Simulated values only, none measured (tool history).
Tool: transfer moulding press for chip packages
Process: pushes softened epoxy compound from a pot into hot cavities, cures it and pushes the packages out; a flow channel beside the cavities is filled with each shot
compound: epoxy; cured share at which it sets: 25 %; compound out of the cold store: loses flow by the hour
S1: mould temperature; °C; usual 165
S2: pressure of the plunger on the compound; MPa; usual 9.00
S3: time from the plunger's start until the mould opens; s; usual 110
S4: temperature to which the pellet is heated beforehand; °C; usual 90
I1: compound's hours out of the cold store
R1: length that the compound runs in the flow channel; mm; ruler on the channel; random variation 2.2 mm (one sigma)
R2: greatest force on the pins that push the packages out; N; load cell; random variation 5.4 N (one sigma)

run,day,S1,S2,S3,S4,I1,R1,R2
1,0.000,165,9.00,110,90,43.9,438,246
2,0.696,165,9.00,110,90,23.1,499,278
# day 1.500: cavities cleaned with cleaning compound and waxed
3,2.071,165,9.00,98,90,27.9,482,247
4,3.429,165,9.00,93,90,11.6,525,369
# day 4.100: cavities cleaned with cleaning compound and waxed
5,4.354,165,9.00,93,90,28.4,477,256
6,5.162,165,9.00,93,90,31.3,464,316
7,6.275,165,7.32,110,90,26.9,425,285
# day 6.742: cavities cleaned with cleaning compound and waxed
8,7.338,165,7.32,110,90,19.1,442,218
# day 7.533: mould's thermocouples calibrated
9,8.300,165,9.00,110,90,27.0,469,267
10,9.117,165,8.18,110,90,14.3,482,298
# day 9.475: cavities cleaned with cleaning compound and waxed
11,10.279,167,9.00,110,90,13.0,497,222
# day 10.946: plunger's sealing rings changed
12,11.054,165,9.00,94,90,34.9,474,307
# day 12.200: cavities cleaned with cleaning compound and waxed
13,12.392,165,9.00,94,94,9.5,549,256
14,13.196,165,9.00,94,94,30.6,479,300
15,13.800,160,9.00,110,90,21.8,524,379
# day 14.358: mould's thermocouples calibrated, once more
# day 14.954: cavities cleaned with cleaning compound and waxed
16,15.262,160,9.00,110,90,46.0,443,241
17,16.092,160,9.00,110,90,25.8,502,308
18,16.925,170,9.94,134,85,21.0,510,234
# day 17.579: cavities cleaned with cleaning compound and waxed
19,17.612,170,6.84,137,85,19.0,422,150
20,18.617,163,9.00,110,86,15.1,520,274
21,19.821,172,10.43,101,83,26.0,491,257
# day 20.200: cavities cleaned with cleaning compound and waxed
22,21.079,172,10.43,101,83,19.7,504,204
23,21.896,171,9.00,108,83,23.4,462,235
# day 22.879: cavities cleaned with cleaning compound and waxed
24,23.162,171,9.00,108,83,42.0,411,164
25,23.838,165,8.18,148,90,10.5,488,200
26,24.638,165,9.00,123,90,43.6,416,233
# day 25.033: plunger's sealing rings changed
# day 25.608: cavities cleaned with cleaning compound and waxed
27,26.033,167,7.43,110,82,24.7,448,202

Forecast each of these 3 alternatives for the next run:
A,26.992,167,9.33,121,82,10.4,?,?
B,26.992,170,7.43,115,87,36.1,?,?
C,26.992,165,10.49,140,90,19.1,?,?

run,R1,R2
A,543,220
B,410,213
C,556,216
Without the tool's hidden state the same runs would have given:
run,R1,R2
A,549,157
B,414,152
C,561,154

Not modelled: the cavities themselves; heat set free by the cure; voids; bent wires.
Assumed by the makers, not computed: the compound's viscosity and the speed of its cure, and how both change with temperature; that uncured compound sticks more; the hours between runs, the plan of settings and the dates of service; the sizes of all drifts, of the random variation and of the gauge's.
